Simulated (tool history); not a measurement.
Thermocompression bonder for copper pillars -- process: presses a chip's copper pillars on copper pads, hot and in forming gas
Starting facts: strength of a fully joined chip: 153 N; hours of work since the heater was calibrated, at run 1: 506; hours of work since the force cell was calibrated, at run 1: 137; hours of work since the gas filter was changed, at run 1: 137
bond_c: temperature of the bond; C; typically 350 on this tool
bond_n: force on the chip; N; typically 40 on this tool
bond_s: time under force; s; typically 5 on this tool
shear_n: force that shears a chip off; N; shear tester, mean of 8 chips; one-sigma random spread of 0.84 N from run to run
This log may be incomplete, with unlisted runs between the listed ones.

| run | day | bond_c | bond_n | bond_s | hours of work since the heater was calibrated | hours of work since the force cell was calibrated | hours of work since the gas filter was changed | shear_n |
|---|---|---|---|---|---|---|---|---|
| 1 | 0.000 | 350 | 40 | 5 | 506 | 137 | 137 | 101.7 |
| 2 | 1.300 | 350 | 40 | 5 | 526 | 157 | 157 | 102.1 |
|  | 2.221 | forming gas filter changed |
| 3 | 2.862 | 350 | 40 | 5 | 549 | 180 | 10 | 105.3 |
| 4 | 5.154 | 350 | 40 | 5 | 584 | 215 | 44 | 104.1 |
| 5 | 6.758 | 350 | 40 | 5 | 608 | 239 | 69 | 103.5 |
| 6 | 9.054 | 350 | 40 | 5 | 643 | 274 | 104 | 102.2 |
| 7 | 10.338 | 350 | 40 | 5 | 662 | 293 | 123 | 101.3 |
| 8 | 12.817 | 353 | 40 | 5 | 700 | 331 | 161 | 103.8 |
|  | 13.538 | forming gas filter changed |
| 9 | 15.342 | 353 | 40 | 5 | 738 | 369 | 27 | 103.1 |
| 10 | 16.833 | 353 | 40 | 5 | 760 | 392 | 50 | 104.0 |
| 11 | 18.242 | 353 | 40 | 5 | 782 | 413 | 71 | 104.1 |
|  | 19.396 | heater calibrated with a thermocouple chip |
| 12 | 19.529 | 353 | 60 | 8 | 2 | 431 | 90 | 131.9 |
| 13 | 21.412 | 353 | 60 | 8 | 31 | 460 | 118 | 130.5 |
| 14 | 23.508 | 348 | 51 | 9 | 62 | 492 | 150 | 123.4 |
| 15 | 24.600 | 363 | 51 | 14 | 79 | 508 | 166 | 140.3 |
|  | 24.850 | forming gas filter changed |
| 16 | 27.042 | 378 | 38 | 14 | 116 | 545 | 33 | 141.3 |
| 17 | 28.908 | 328 | 58 | 5 | 144 | 573 | 62 | 97.8 |
| 18 | 30.600 | 335 | 58 | 5 | 170 | 599 | 87 | 105.1 |
| 19 | 32.225 | 335 | 58 | 5 | 194 | 623 | 112 | 105.5 |
| 20 | 33.846 | 335 | 58 | 5 | 219 | 648 | 136 | 104.0 |
| 21 | 35.046 | 350 | 40 | 4 | 237 | 666 | 155 | 96.4 |

What if the next run were any one of these 5? Each begins from the tool's condition after run 21:
|  | 36.175 | forming gas filter changed |
| A | 36.796 | 350 | 40 | 12 | 263 | 692 | 9 | ? |
|  | 36.175 | forming gas filter changed |
| B | 36.796 | 335 | 40 | 5 | 263 | 692 | 9 | ? |
|  | 36.175 | forming gas filter changed |
| C | 36.796 | 350 | 24 | 4 | 263 | 692 | 9 | ? |
|  | 36.175 | forming gas filter changed |
| D | 36.796 | 353 | 44 | 4 | 263 | 692 | 9 | ? |
|  | 36.175 | forming gas filter changed |
| E | 36.796 | 378 | 37 | 4 | 263 | 692 | 9 | ? |

| run | shear_n |
|---|---|
| A | 127.2 |
| B | 93.6 |
| C | 81.6 |
| D | 104.8 |
| E | 116.8 |
With no hidden state in the tool, these same runs would have given:
| run | shear_n |
|---|---|
| A | 130.0 |
| B | 97.0 |
| C | 84.7 |
| D | 108.0 |
| E | 119.7 |
